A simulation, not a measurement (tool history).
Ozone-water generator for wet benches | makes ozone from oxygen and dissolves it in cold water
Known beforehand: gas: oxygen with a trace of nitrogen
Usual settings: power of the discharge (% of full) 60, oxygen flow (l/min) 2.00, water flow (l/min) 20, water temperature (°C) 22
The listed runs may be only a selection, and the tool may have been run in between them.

run,hour,power of the discharge (% of full),oxygen flow (l/min),water flow (l/min),water temperature (°C),dissolved ozone (ppm),ozone in the gas ahead of the water (g/m3)
1,0.0,60,2.00,20,22,6.2,154.7
2,44.7,44,2.00,20,22,4.8,115.0
3,109.2,44,2.00,20,22,4.8,117.2
4,160.8,60,2.00,20,15,6.8,154.0
5,217.4,60,2.00,20,15,6.7,154.3
6,256.0,60,2.00,20,15,6.8,154.5
7,323.5,60,2.43,20,22,7.0,142.3
8,389.9,97,2.43,20,22,10.6,219.3
# hour 398.5: contactor cleaned
9,426.7,60,2.00,20,22,6.3,154.1
10,460.1,60,2.00,20,28,6.1,153.8
11,504.9,60,2.00,20,28,5.8,154.5
12,536.7,60,2.00,20,28,5.8,153.8
13,571.9,42,2.00,19,21,4.9,111.7
14,609.1,42,2.00,19,21,4.8,112.4
15,664.6,65,1.94,25,27,4.9,166.9
16,721.9,65,2.84,25,27,5.5,144.2
17,758.8,65,1.00,15,29,6.7,216.2
18,796.3,60,1.51,18,29,6.0,170.4
# hour 811.5: contactor cleaned, once more
19,865.4,60,1.51,18,29,6.5,171.5
20,895.2,60,1.51,18,29,6.4,170.1
21,946.4,60,1.51,18,29,6.4,171.6
22,992.8,60,2.00,27,16,4.9,152.7

Forecast each of these 3 alternatives for the next run:
A,1044.4,53,2.89,27,15,?,?
B,1044.4,94,2.00,27,18,?,?
C,1044.4,60,2.00,30,29,?,?

run,dissolved ozone (ppm),ozone in the gas ahead of the water (g/m3)
A,5.0,119.1
B,7.3,226.5
C,3.9,151.7
With no hidden state in the tool, these same runs would have given:
run,dissolved ozone (ppm),ozone in the gas ahead of the water (g/m3)
A,5.2,123.3
B,7.8,240.6
C,4.1,158.0

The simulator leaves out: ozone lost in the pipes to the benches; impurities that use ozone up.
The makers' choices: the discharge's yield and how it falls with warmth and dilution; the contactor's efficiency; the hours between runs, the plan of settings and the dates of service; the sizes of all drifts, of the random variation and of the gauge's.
